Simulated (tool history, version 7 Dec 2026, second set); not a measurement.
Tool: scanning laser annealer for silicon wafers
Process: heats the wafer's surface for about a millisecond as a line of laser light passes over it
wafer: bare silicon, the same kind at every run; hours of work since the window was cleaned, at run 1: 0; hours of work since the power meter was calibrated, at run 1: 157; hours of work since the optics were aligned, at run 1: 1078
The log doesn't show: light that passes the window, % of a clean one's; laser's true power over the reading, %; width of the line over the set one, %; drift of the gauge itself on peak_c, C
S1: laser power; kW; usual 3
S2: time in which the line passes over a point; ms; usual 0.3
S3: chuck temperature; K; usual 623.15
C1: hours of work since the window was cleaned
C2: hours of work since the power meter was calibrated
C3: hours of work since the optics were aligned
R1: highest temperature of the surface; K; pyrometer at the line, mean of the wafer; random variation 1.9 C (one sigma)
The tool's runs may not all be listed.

run	hour	S1	S2	S3	C1	C2	C3	R1
1	0	3	0.3	623.15	0	157	1078	1444.15
2	25.4	3	0.3	623.15	17	174	1095	1447.15
3	45.9	3	0.3	623.15	31	188	1109	1444.15
4	65	3	0.3	623.15	43	200	1122	1445.15
5	98.7	3.205	0.3	623.15	66	223	1144	1508.15
6	112.8	3	0.3	623.15	75	232	1154	1440.15
7	141.9	3	0.3	623.15	95	252	1173	1446.15
8	165.2	3	0.255	623.15	110	267	1189	1368.15
9	194.3	3	0.255	623.15	130	287	1208	1367.15
10	209.2	3	0.297	623.15	139	297	1218	1437.15
11	223.2	3	0.297	623.15	149	306	1227	1436.15
12	237.4	3	0.297	623.15	158	315	1237	1436.15
13	256.6	3	0.297	623.15	171	328	1249	1434.15
14	275.5	3	0.3	623.15	184	341	1262	1440.15
15	300	3	0.3	623.15	200	357	1278	1438.15
16	326.5	3	0.3	623.15	218	375	1296	1436.15
17	351.6	3	0.3	623.15	234	391	1313	1435.15
18	372.2	3	0.3	623.15	248	405	1327	1439.15
19	394	2.907	0.3	623.15	263	420	1341	1404.15
20	409.7	2.907	0.3	623.15	273	430	1352	1404.15
21	429.1	2.907	0.3	623.15	286	443	1364	1403.15
22	455.4	2.907	0.3	623.15	304	461	1382	1402.15
23	470.9	2.907	0.3	623.15	314	471	1392	1402.15
24	492.2	2.907	0.3	623.15	328	485	1407	1403.15
25	518.4	2.907	0.3	623.15	346	503	1424	1401.15
26	544	2.907	0.3	623.15	363	520	1441	1402.15
27	561.3	2.907	0.3	623.15	374	531	1453	1400.15
28	590.2	2.916	0.241	653.15	393	550	1472	1339.15
29	617.2	3.142	0.3	591.15	411	568	1490	1441.15
30	637	3.142	0.348	626.15	425	582	1503	1551.15
31	663.4	3.153	0.291	662.15	442	599	1521	1498.15
32	683.8	3	0.257	623.15	456	613	1534	1358.15
33	712.6	3	0.257	623.15	475	632	1553	1359.15
34	734.3	3	0.257	623.15	489	647	1568	1357.15
# hour 742.5: optics aligned, line set to its width
35	770.9	3	0.359	655.15	510	668	19	1555.15
36	790.1	3	0.239	659.15	523	680	32	1372.15
37	806.4	3.247	0.262	624.15	534	691	43	1444.15
38	836.1	3.247	0.262	624.15	554	711	62	1445.15
39	863	3.247	0.262	624.15	572	729	80	1447.15
40	878.1	3.247	0.22	613.15	582	739	90	1355.15
41	910.2	3.247	0.372	630.15	603	760	112	1633.15

Hidden state or all else? Some run-to-run changes of R1, split into what the settings, what came in and random variation would give without the hidden state, and what is left for the hidden state (with any gauge scatter that isn't in both results):
Run 28 -> 29: S1 2.916 -> 3.142, S2 0.241 -> 0.3, S3 653.15 -> 591.15. R1 +102 K: hidden state -6, all else +108.
Run 34 -> 35: S2 0.257 -> 0.359, S3 623.15 -> 655.15, optics aligned, line set to its width. R1 +198 K: hidden state +4, all else +194.
Run 35 -> 36: S2 0.359 -> 0.239, S3 655.15 -> 659.15. R1 -183 K: hidden state +5, all else -188.
Run 40 -> 41: S2 0.22 -> 0.372, S3 613.15 -> 630.15. R1 +278 K: hidden state -9, all else +287.
